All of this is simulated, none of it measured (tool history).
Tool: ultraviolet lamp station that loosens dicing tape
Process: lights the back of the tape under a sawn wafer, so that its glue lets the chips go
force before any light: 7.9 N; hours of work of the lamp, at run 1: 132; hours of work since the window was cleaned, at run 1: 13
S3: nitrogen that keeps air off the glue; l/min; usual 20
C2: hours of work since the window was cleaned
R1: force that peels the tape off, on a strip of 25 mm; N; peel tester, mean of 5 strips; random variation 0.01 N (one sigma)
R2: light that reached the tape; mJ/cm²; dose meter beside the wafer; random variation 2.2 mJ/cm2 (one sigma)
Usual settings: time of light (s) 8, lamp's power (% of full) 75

{"run": 1, "hour": 0.0, "time of light (s)": 8, "lamp's power (% of full)": 75, "S3": 20, "hours of work of the lamp": 132, "C2": 13, "R1": 0.447, "R2": 196}
{"run": 2, "hour": 44.8, "time of light (s)": 8, "lamp's power (% of full)": 75, "S3": 20, "hours of work of the lamp": 153, "C2": 34, "R1": 0.451, "R2": 195}
{"run": 3, "hour": 89.2, "time of light (s)": 8, "lamp's power (% of full)": 94, "S3": 20, "hours of work of the lamp": 173, "C2": 54, "R1": 0.308, "R2": 245}
{"run": 4, "hour": 115.1, "time of light (s)": 5, "lamp's power (% of full)": 75, "S3": 20, "hours of work of the lamp": 185, "C2": 66, "R1": 1.146, "R2": 121}
{"run": 5, "hour": 144.9, "time of light (s)": 5, "lamp's power (% of full)": 75, "S3": 20, "hours of work of the lamp": 199, "C2": 80, "R1": 1.119, "R2": 121}
{"run": 6, "hour": 174.5, "time of light (s)": 5, "lamp's power (% of full)": 75, "S3": 20, "hours of work of the lamp": 213, "C2": 93, "R1": 1.086, "R2": 120}
{"run": 7, "hour": 200.6, "time of light (s)": 5, "lamp's power (% of full)": 69, "S3": 20, "hours of work of the lamp": 225, "C2": 105, "R1": 1.31, "R2": 114}
{"run": 8, "hour": 240.2, "time of light (s)": 5, "lamp's power (% of full)": 69, "S3": 20, "hours of work of the lamp": 243, "C2": 124, "R1": 1.295, "R2": 110}
{"run": 9, "hour": 272.1, "time of light (s)": 5, "lamp's power (% of full)": 69, "S3": 20, "hours of work of the lamp": 258, "C2": 138, "R1": 1.307, "R2": 111}
{"run": 10, "hour": 298.8, "time of light (s)": 8, "lamp's power (% of full)": 66, "S3": 31, "hours of work of the lamp": 270, "C2": 151, "R1": 0.435, "R2": 172}
{"run": 11, "hour": 337.3, "time of light (s)": 7, "lamp's power (% of full)": 62, "S3": 19, "hours of work of the lamp": 288, "C2": 168, "R1": 0.861, "R2": 141}
{"run": 12, "hour": 371.3, "time of light (s)": 10, "lamp's power (% of full)": 95, "S3": 9, "hours of work of the lamp": 304, "C2": 184, "R1": 0.345, "R2": 304}
{"run": 13, "hour": 401.8, "time of light (s)": 12, "lamp's power (% of full)": 78, "S3": 16, "hours of work of the lamp": 318, "C2": 198, "R1": 0.245, "R2": 304}
{"run": 14, "hour": 425.4, "time of light (s)": 9, "lamp's power (% of full)": 75, "S3": 26, "hours of work of the lamp": 328, "C2": 209, "R1": 0.314, "R2": 216}
{"hour": 433.0, "done": "window cleaned of glue's vapour"}
{"run": 15, "hour": 445.7, "time of light (s)": 9, "lamp's power (% of full)": 75, "S3": 26, "hours of work of the lamp": 338, "C2": 6, "R1": 0.316, "R2": 218}
{"run": 16, "hour": 479.6, "time of light (s)": 9, "lamp's power (% of full)": 75, "S3": 26, "hours of work of the lamp": 353, "C2": 22, "R1": 0.306, "R2": 217}
{"run": 17, "hour": 500.2, "time of light (s)": 6, "lamp's power (% of full)": 67, "S3": 20, "hours of work of the lamp": 363, "C2": 31, "R1": 0.992, "R2": 130}

Forecast each of these 5 alternatives for the next run:
{"run": "A", "hour": 544.3, "time of light (s)": 12, "lamp's power (% of full)": 65, "S3": 21, "hours of work of the lamp": 383, "C2": 51, "R1": "?", "R2": "?"}
{"run": "B", "hour": 544.3, "time of light (s)": 4, "lamp's power (% of full)": 96, "S3": 20, "hours of work of the lamp": 383, "C2": 51, "R1": "?", "R2": "?"}
{"run": "C", "hour": 544.3, "time of light (s)": 5, "lamp's power (% of full)": 66, "S3": 20, "hours of work of the lamp": 383, "C2": 51, "R1": "?", "R2": "?"}
{"run": "D", "hour": 544.3, "time of light (s)": 8, "lamp's power (% of full)": 87, "S3": 20, "hours of work of the lamp": 383, "C2": 51, "R1": "?", "R2": "?"}
{"run": "E", "hour": 544.3, "time of light (s)": 6, "lamp's power (% of full)": 67, "S3": 9, "hours of work of the lamp": 383, "C2": 51, "R1": "?", "R2": "?"}

run=A R1=0.280 R2=248
run=B R1=1.059 R2=122
run=C R1=1.388 R2=104
run=D R1=0.341 R2=225
run=E R1=1.652 R2=130
Without the tool's hidden state the same runs would have given:
run=A R1=0.279 R2=248
run=B R1=1.055 R2=122
run=C R1=1.384 R2=104
run=D R1=0.340 R2=225
run=E R1=1.648 R2=130
